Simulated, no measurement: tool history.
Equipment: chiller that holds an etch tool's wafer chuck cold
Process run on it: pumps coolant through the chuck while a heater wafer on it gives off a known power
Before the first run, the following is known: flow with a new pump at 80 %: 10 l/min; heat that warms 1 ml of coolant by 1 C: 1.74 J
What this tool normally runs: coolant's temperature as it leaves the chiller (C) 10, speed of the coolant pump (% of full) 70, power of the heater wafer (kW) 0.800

run     day  coolant's temperature as it leaves the chiller (C)  speed of the coolant pump (% of full)  power of the heater wafer (kW)  chuck's temperature once it has settled (C)  how much warmer the coolant comes back (C)
  1   0.000                                                  10                                     70                           0.800                                         18.0                                        3.19
  2   3.138                                                  10                                     70                           0.794                                         17.9                                        3.19
  3   5.767                                                  10                                     70                           0.794                                         18.0                                        3.21
  4   7.850                                                  10                                     70                           0.794                                         18.0                                        3.13
  5   9.867                                                  10                                     70                           0.794                                         17.9                                        3.14
  6  13.021                                                  20                                     70                           1.044                                         30.7                                        4.13
  7  16.008                                                   9                                     70                           1.044                                         19.4                                        4.16
  8  18.067                                                   9                                     70                           1.062                                         19.5                                        4.25
  9  21.275                                                  16                                     76                           0.998                                         25.4                                        3.55
 10  23.175                                                  16                                     76                           0.998                                         25.4                                        3.53

What if the next run were any one of these 3? Each begins from the tool's condition after run 10:
  A  26.196                                                  15                                     71                           0.892                                            ?                                           ?
  B  26.196                                                  10                                     70                           0.564                                            ?                                           ?
  C  26.196                                                  11                                     80                           0.800                                            ?                                           ?

run  chuck's temperature once it has settled (C)  how much warmer the coolant comes back (C)
  A                                         23.9                                        3.47
  B                                         15.5                                        2.18
  C                                         18.3                                        2.70
Had the tool no hidden state, the same runs would have come out as:
run  chuck's temperature once it has settled (C)  how much warmer the coolant comes back (C)
  A                                         23.9                                        3.57
  B                                         15.4                                        2.28
  C                                         18.3                                        2.80
